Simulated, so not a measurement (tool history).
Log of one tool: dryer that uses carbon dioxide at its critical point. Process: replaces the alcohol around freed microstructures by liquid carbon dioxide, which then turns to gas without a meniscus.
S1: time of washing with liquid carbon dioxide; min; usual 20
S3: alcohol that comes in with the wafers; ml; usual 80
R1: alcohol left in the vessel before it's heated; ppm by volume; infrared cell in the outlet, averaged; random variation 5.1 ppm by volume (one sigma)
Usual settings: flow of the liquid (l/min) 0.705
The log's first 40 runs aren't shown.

{"run": 41, "day": 22.538, "S1": 25, "flow of the liquid (l/min)": 0.629, "S3": 22, "R1": 78}
{"run": 42, "day": 22.904, "S1": 20, "flow of the liquid (l/min)": 0.768, "S3": 80, "R1": 125}
{"run": 43, "day": 23.646, "S1": 20, "flow of the liquid (l/min)": 0.94, "S3": 80, "R1": 73}
{"run": 44, "day": 24.204, "S1": 12, "flow of the liquid (l/min)": 1.139, "S3": 91, "R1": 234}
{"run": 45, "day": 24.817, "S1": 12, "flow of the liquid (l/min)": 1.139, "S3": 91, "R1": 234}
{"run": 46, "day": 25.362, "S1": 27, "flow of the liquid (l/min)": 0.732, "S3": 31, "R1": 66}
{"run": 47, "day": 25.858, "S1": 20, "flow of the liquid (l/min)": 0.495, "S3": 69, "R1": 774}
{"run": 48, "day": 26.562, "S1": 20, "flow of the liquid (l/min)": 0.489, "S3": 80, "R1": 955}

3 ways to go on from here, each from the tool as it stands after run 48. What would each give?
{"run": "A", "day": 26.9, "S1": 19, "flow of the liquid (l/min)": 0.705, "S3": 80, "R1": "?"}
{"run": "B", "day": 26.9, "S1": 24, "flow of the liquid (l/min)": 0.641, "S3": 20, "R1": "?"}
{"run": "C", "day": 26.9, "S1": 17, "flow of the liquid (l/min)": 0.535, "S3": 80, "R1": "?"}

run=A R1=264
run=B R1=89
run=C R1=1234
Without the tool's hidden state the same runs would have given:
run=A R1=86
run=B R1=15
run=C R1=654
